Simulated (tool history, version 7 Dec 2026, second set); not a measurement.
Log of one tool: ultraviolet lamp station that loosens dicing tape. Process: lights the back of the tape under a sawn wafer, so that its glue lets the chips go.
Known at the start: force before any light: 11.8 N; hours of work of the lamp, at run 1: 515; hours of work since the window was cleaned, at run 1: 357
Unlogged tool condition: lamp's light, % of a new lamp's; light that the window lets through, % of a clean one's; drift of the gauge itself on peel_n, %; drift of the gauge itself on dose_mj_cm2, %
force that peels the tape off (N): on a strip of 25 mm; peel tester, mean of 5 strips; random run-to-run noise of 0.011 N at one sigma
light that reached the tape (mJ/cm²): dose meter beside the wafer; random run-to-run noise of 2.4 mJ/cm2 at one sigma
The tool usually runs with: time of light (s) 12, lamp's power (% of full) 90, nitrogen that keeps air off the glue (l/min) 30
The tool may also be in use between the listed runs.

run    hour  time of light (s)  lamp's power (% of full)  nitrogen that keeps air off the glue (l/min)  hours of work of the lamp  hours of work since the window was cleaned  force that peels the tape off (N)  light that reached the tape (mJ/cm²)
  1     0.0                 12                        90                                            30                        515                                         357                              0.901                                   212
  2    64.7                 12                        90                                            30                        544                                         386                              0.979                                   203
  3    92.2                 14                        90                                            30                        556                                         398                              0.672                                   237
  4   143.3                 14                        90                                            30                        579                                         421                              0.683                                   236
      178.6  -- window cleaned of glue's vapour
  5   198.6                 14                        90                                            13                        603                                           9                              1.624                                   209
  6   251.6                 12                        80                                            30                        627                                          33                              1.611                                   162
  7   289.4                 12                        90                                            30                        644                                          50                              1.309                                   180
  8   340.4                 12                        90                                            30                        667                                          72                              1.345                                   171
  9   397.6                 12                        90                                            30                        693                                          98                              1.431                                   169
      406.6  -- window cleaned of glue's vapour, once more
 10   445.5                 12                        70                                            30                        714                                          17                              1.333                                   177
 11   496.8                 12                        70                                            30                        737                                          40                              1.402                                   174
 12   557.2                 12                        70                                            11                        764                                          67                              2.629                                   172
 13   607.1                 12                        70                                            11                        786                                          90                              2.623                                   167
 14   646.4                  7                        89                                            29                        804                                         107                              2.503                                   126
 15   692.0                  7                        89                                            29                        824                                         128                              2.632                                   121
 16   726.8                  7                        93                                            24                        840                                         143                              2.686                                   127
 17   764.4                 12                       100                                            23                        857                                         160                              0.846                                   233
 18   809.9                 15                        66                                            23                        877                                         181                              1.396                                   191
 19   874.6                 15                        66                                            31                        906                                         210                              1.158                                   187
 20   915.8                 10                        62                                            38                        924                                         228                              2.503                                   113
 21   967.3                 11                        62                                            22                        947                                         251                              2.930                                   123
 22  1018.0                 16                        89                                            17                        970                                         274                              0.905                                   254

Predict each of these 4 candidate next runs independently; none follows another, all start after run 22:
  A  1070.2                  6                        68                                            21                        994                                         297                                  ?                                     ?
  B  1070.2                 11                        61                                            11                        994                                         297                                  ?                                     ?
  C  1070.2                 16                        64                                            17                        994                                         297                                  ?                                     ?
  D  1070.2                  7                        90                                            15                        994                                         297                                  ?                                     ?

run  force that peels the tape off (N)  light that reached the tape (mJ/cm²)
  A                              5.145                                    69
  B                              3.949                                   117
  C                              1.807                                   178
  D                              3.975                                   115
Without the tool's unlogged condition, the same runs would have read:
run  force that peels the tape off (N)  light that reached the tape (mJ/cm²)
  A                              3.727                                    99
  B                              2.607                                   165
  C                              0.895                                   251
  D                              2.571                                   160
